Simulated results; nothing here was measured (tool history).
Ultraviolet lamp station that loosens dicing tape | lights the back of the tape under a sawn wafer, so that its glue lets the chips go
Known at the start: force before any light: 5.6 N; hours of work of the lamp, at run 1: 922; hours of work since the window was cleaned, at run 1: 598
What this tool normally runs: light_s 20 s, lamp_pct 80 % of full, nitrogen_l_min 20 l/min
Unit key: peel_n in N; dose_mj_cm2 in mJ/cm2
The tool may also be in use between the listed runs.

run	hour	light_s	lamp_pct	nitrogen_l_min	hours of work of the lamp	hours of work since the window was cleaned	peel_n	dose_mj_cm2
1	0	20	80	20	922	598	0.554	357
# hour 8.2: window cleaned of glue's vapour
2	67.3	39	80	20	955	29	0.111	695
3	107.7	20	80	20	975	49	0.581	349
4	146.1	20	87	20	993	68	0.477	373
5	206.5	20	87	20	1023	97	0.475	377
6	288	20	87	20	1063	137	0.5	372
7	346.8	20	87	20	1092	166	0.519	368
8	391.8	20	80	20	1114	188	0.64	336
9	465.4	20	80	20	1150	225	0.661	336
# hour 530.9: window cleaned of glue's vapour, once more
10	530.9	20	80	20	1182	0	0.5	373
11	585.6	20	75	36	1209	27	0.451	346
12	667.2	18	88	21	1249	67	0.518	368
13	707.8	18	88	21	1269	87	0.491	364
14	751.3	18	93	27	1290	108	0.412	380
15	826.8	12	93	27	1328	145	0.963	251
16	863.7	13	81	11	1346	163	1.45	237
17	938.9	28	97	8	1383	200	0.286	603
18	982.3	28	97	8	1404	222	0.284	594
19	1067	28	97	8	1446	263	0.304	588
20	1111.8	10	72	32	1468	285	1.797	157

Describe how what the log doesn't record of the tool's condition differs between the last listed run preceding each entry between runs and the first listed run following it.
Logged between run 1 and run 2: window cleaned of glue's vapour (hour 8.2)
  lamp's light, % of a new lamp's: 87.1 -> 86.7; light that the window lets through, % of a clean one's: 92.7 -> 90.8
  difference, measured minus the result without the unlogged condition, peel_n: +0.217 -> +0.037 N; dose_mj_cm2: -86 -> -187 mJ/cm2
Logged between run 9 and run 10: window cleaned of glue's vapour, once more (hour 530.9)
  lamp's light, % of a new lamp's: 83.9 -> 83.5; light that the window lets through, % of a clean one's: 88.5 -> 99.9
  difference, measured minus the result without the unlogged condition, peel_n: +0.326 -> +0.176 N; dose_mj_cm2: -116 -> -73 mJ/cm2
